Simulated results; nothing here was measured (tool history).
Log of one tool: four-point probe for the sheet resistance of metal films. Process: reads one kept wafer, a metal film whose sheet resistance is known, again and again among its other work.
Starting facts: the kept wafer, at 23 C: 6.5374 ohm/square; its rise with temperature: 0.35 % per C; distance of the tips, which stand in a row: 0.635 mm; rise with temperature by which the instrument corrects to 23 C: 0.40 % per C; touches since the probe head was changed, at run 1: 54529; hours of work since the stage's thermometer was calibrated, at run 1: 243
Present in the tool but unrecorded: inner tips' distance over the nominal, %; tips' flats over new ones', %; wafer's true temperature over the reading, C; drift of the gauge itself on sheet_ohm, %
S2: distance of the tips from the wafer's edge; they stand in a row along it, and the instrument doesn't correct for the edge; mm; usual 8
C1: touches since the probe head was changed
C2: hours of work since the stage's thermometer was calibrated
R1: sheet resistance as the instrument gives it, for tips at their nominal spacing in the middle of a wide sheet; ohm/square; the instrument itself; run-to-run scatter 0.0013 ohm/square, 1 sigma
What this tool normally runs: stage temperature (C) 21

run 1 day=0 | stage_temperature_(C)=21 S2=8 | C1=54529 C2=243 | R1=6.557981
run 2 day=1.654 | stage_temperature_(C)=21 S2=8 | C1=56707 C2=269 | R1=6.558552
run 3 day=3.733 | stage_temperature_(C)=21 S2=8 | C1=59442 C2=300 | R1=6.555957
run 4 day=6.183 | stage_temperature_(C)=21 S2=8 | C1=62665 C2=338 | R1=6.5563
run 5 day=7.775 | stage_temperature_(C)=26 S2=8 | C1=64757 C2=362 | R1=6.539411
run 6 day=10.258 | stage_temperature_(C)=34 S2=8 | C1=68023 C2=401 | R1=6.512472
run 7 day=12.325 | stage_temperature_(C)=34 S2=8 | C1=70743 C2=432 | R1=6.513021
run 8 day=14.075 | stage_temperature_(C)=21 S2=8 | C1=73045 C2=459 | R1=6.552943
run 9 day=16.5 | stage_temperature_(C)=21 S2=8 | C1=76237 C2=496 | R1=6.554494
run 10 day=18.967 | stage_temperature_(C)=21 S2=8 | C1=79482 C2=534 | R1=6.551697
run 11 day=20.121 | stage_temperature_(C)=21 S2=8 | C1=80995 C2=552 | R1=6.551536
run 12 day=22.225 | stage_temperature_(C)=34 S2=8 | C1=83766 C2=584 | R1=6.512626
run 13 day=24.004 | stage_temperature_(C)=21 S2=8 | C1=86109 C2=612 | R1=6.550416
run 14 day=26.4 | stage_temperature_(C)=21 S2=8 | C1=89255 C2=648 | R1=6.548941
run 15 day=27.662 | stage_temperature_(C)=21 S2=4 | C1=90916 C2=668 | R1=6.613825
run 16 day=29.3 | stage_temperature_(C)=21 S2=8 | C1=93072 C2=693 | R1=6.550439
run 17 day=32.075 | stage_temperature_(C)=21 S2=8 | C1=96726 C2=735 | R1=6.54709
run 18 day=33.642 | stage_temperature_(C)=21 S2=8 | C1=98783 C2=759 | R1=6.549642
run 19 day=36.25 | stage_temperature_(C)=21 S2=8 | C1=102216 C2=799 | R1=6.547856
run 20 day=37.425 | stage_temperature_(C)=21 S2=61 | C1=103758 C2=817 | R1=6.523922
run 21 day=39.162 | stage_temperature_(C)=21 S2=8 | C1=106048 C2=844 | R1=6.547194
run 22 day=40.738 | stage_temperature_(C)=21 S2=8 | C1=108119 C2=868 | R1=6.548134
run 23 day=42.825 | stage_temperature_(C)=21 S2=8 | C1=110866 C2=900 | R1=6.546018
run 24 day=44.875 | stage_temperature_(C)=27 S2=8 | C1=113560 C2=932 | R1=6.525185
run 25 day=46.138 | stage_temperature_(C)=31 S2=32 | C1=115219 C2=951 | R1=6.492514
run 26 day=48.183 | stage_temperature_(C)=31 S2=32 | C1=117912 C2=983 | R1=6.4901
run 27 day=50.588 | stage_temperature_(C)=18 S2=19 | C1=121074 C2=1019 | R1=6.534469
run 28 day=52.033 | stage_temperature_(C)=26 S2=64 | C1=122980 C2=1042 | R1=6.505468
run 29 day=54.488 | stage_temperature_(C)=26 S2=64 | C1=126207 C2=1079 | R1=6.504575
run 30 day=57.2 | stage_temperature_(C)=23 S2=4 | C1=129775 C2=1121 | R1=6.599854
run 31 day=58.488 | stage_temperature_(C)=32 S2=18 | C1=131466 C2=1141 | R1=6.487326
run 32 day=61.267 | stage_temperature_(C)=32 S2=18 | C1=135125 C2=1183 | R1=6.490414
run 33 day=62.938 | stage_temperature_(C)=29 S2=18 | C1=137322 C2=1209 | R1=6.496513
run 34 day=64.821 | stage_temperature_(C)=20 S2=58 | C1=139798 C2=1238 | R1=6.521634
run 35 day=66.642 | stage_temperature_(C)=35 S2=9 | C1=142193 C2=1266 | R1=6.489593
run 36 day=69.304 | stage_temperature_(C)=18 S2=57 | C1=145699 C2=1307 | R1=6.526399
run 37 day=71.767 | stage_temperature_(C)=25 S2=39 | C1=148938 C2=1345 | R1=6.502842
run 38 day=74.4 | stage_temperature_(C)=25 S2=39 | C1=152402 C2=1385 | R1=6.505574
run 39 day=75.925 | stage_temperature_(C)=19 S2=32 | C1=154404 C2=1408 | R1=6.521718
run 40 day=78.4 | stage_temperature_(C)=21 S2=57 | C1=157662 C2=1446 | R1=6.51417
run 41 day=80.65 | stage_temperature_(C)=26 S2=7 | C1=160619 C2=1481 | R1=6.527111
run 42 day=83.129 | stage_temperature_(C)=23 S2=40 | C1=163884 C2=1519 | R1=6.506796
run 43 day=84.392 | stage_temperature_(C)=26 S2=26 | C1=165544 C2=1538 | R1=6.498131
run 44 day=86.683 | stage_temperature_(C)=32 S2=19 | C1=168560 C2=1573 | R1=6.480543

The logged runs with the hidden state left out (each run's random variation unchanged):
run=1 R1=6.566785
run=2 R1=6.567795
run=3 R1=6.56575
run=4 R1=6.56674
run=5 R1=6.550256
run=6 R1=6.523925
run=7 R1=6.525013
run=8 R1=6.56548
run=9 R1=6.567674
run=10 R1=6.565534
run=11 R1=6.565677
run=12 R1=6.527225
run=13 R1=6.565575
run=14 R1=6.564706
run=15 R1=6.63009
run=16 R1=6.567018
run=17 R1=6.564395
run=18 R1=6.567387
run=19 R1=6.566336
run=20 R1=6.542632
run=21 R1=6.566457
run=22 R1=6.567834
run=23 R1=6.566303
run=24 R1=6.545939
run=25 R1=6.513485
run=26 R1=6.511643
run=27 R1=6.556894
run=28 R1=6.528166
run=29 R1=6.52793
run=30 R1=6.624296
run=31 R1=6.511636
run=32 R1=6.515455
run=33 R1=6.522017
run=34 R1=6.547794
run=35 R1=6.515987
run=36 R1=6.553813
run=37 R1=6.530723
run=38 R1=6.534198
run=39 R1=6.550909
run=40 R1=6.543957
run=41 R1=6.557467
run=42 R1=6.537782
run=43 R1=6.529389
run=44 R1=6.512227
